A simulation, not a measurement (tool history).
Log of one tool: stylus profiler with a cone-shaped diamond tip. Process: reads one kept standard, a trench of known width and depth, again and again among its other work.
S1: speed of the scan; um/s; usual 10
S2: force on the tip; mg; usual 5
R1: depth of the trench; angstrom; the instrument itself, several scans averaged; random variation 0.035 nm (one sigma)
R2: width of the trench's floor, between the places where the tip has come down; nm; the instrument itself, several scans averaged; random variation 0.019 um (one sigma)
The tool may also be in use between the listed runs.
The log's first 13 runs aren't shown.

run     day  S1     S2      R1     R2
 14   6.983  10      5  1021.8  18740
 15   7.525  25      5  1021.6  18640
 16   8.029  10  12.86  1040.2  18690
 17   8.662  10  12.86  1040.7  18700
 18   8.975   2   12.3  1039.4  18730
 19   9.383   2   6.94    1027  18740
 20   9.738   2   6.94  1027.1  18730
 21  10.225  17   8.14  1029.8  18680
 22  10.842  20   8.14  1030.5  18670
 23  11.129  20   8.14  1030.4  18700
 24  11.412  10   4.68  1020.3  18700
 25  11.712  10   4.68  1020.5  18740
 26  12.192  10   4.68  1020.4  18700
 27  12.479  10   4.68  1021.6  18720
 28  12.788  14      5  1021.9  18680
 29  13.475  14      5  1021.6  18710
 30  13.954   3    9.9  1034.2  18740
 31  14.525  26   6.62  1026.5  18640
 32  15.042  34   8.38  1030.6  18620
 33  15.417  14   8.54  1030.6  18720
 34  15.738  23    2.9  1015.3  18630

Forecast each of these 4 alternatives for the next run:
  A  16.254  31    3.2   ?   ?
  B  16.254   2  11.43   ?   ?
  C  16.254  10   8.36   ?   ?
  D  16.254  10    2.8   ?   ?

run      R1     R2
  A  1016.5  18530
  B  1037.6  18760
  C  1030.8  18710
  D  1014.9  18690
Without the tool's hidden state the same runs would have given:
run      R1     R2
  A  1016.6  18530
  B  1037.6  18760
  C  1030.8  18710
  D  1014.9  18690
